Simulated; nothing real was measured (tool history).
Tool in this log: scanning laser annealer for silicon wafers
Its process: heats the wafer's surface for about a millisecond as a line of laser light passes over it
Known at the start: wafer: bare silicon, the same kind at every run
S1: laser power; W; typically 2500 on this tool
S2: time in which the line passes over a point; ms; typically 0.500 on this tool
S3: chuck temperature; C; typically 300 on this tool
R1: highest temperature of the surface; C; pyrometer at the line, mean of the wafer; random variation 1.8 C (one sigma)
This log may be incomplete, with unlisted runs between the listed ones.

run     day    S1     S2   S3    R1
  1   0.000  2500  0.500  300   984
  2   1.588  2704  0.500  300  1057
  3   2.604  2704  0.498  300  1051
  4   4.579  2704  0.498  300  1051
  5   6.183  2443  0.498  300   960
  6   7.429  2443  0.498  300   961
  7   9.283  2314  0.500  300   918
  8  10.521  2314  0.500  300   919
  9  11.558  2314  0.500  300   918
 10  12.729  2500  0.500  300   975
 11  13.842  2500  0.500  300   977
 12  15.496  2243  0.500  300   893
 13  16.492  2500  0.500  331  1005
 14  17.671  2500  0.500  331  1003
 15  19.254  2500  0.500  331  1004
 16  20.708  2500  0.359  300   864
 17  21.954  2500  0.515  300   981
 18  23.275  2500  0.515  300   979
 19  25.225  2500  0.515  300   976
 20  26.642  2500  0.500  300   966
 21  28.346  2500  0.500  300   967
 22  30.246  2550  0.406  298   907
 23  31.150  2347  0.400  312   843
 24  32.683  2565  0.400  330   923
 25  33.771  2681  0.597  321  1091
 26  34.842  2650  0.500  300   989
 27  35.779  2623  0.466  264   918
 28  37.175  2623  0.466  264   919
 29  39.158  2480  0.394  266   873
 30  40.867  2480  0.394  266   874
 31  42.725  2306  0.410  320   890
 32  44.650  2306  0.410  320   888
 33  45.604  2536  0.491  262   963
 34  47.608  2536  0.469  277   958
 35  48.467  2363  0.371  277   826
 36  49.500  2363  0.371  277   829
 37  51.100  2338  0.530  318   973
 38  52.162  2338  0.530  318   973
 39  53.125  2310  0.530  288   933
 40  54.096  2450  0.463  275   919
 41  55.825  2450  0.463  275   918

Between the runs listed above, the log contained 2 entries, not reproduced here. Where in the sequence does each belong, and how does what the log doesn't record of the tool's condition differ from the listed run before to the listed run after?
Run 22 -> run 23: window over the wafer cleaned (day 31.150)
  light that passes the window, % of a clean one's: 95.85 -> 93.7; laser's true power over the reading, %: -0.29 -> -0.3; width of the line over the set one, %: 1.06 -> 1.08
  the result without the hidden state subtracted from the measured one, R1: -39 -> -51 C
Run 28 -> run 29: window over the wafer cleaned, once more (day 39.025)
  light that passes the window, % of a clean one's: 93.26 -> 99.98; width of the line over the set one, %: 1.19 -> 1.23
  the result without the hidden state subtracted from the measured one, R1: -67 -> -8 C
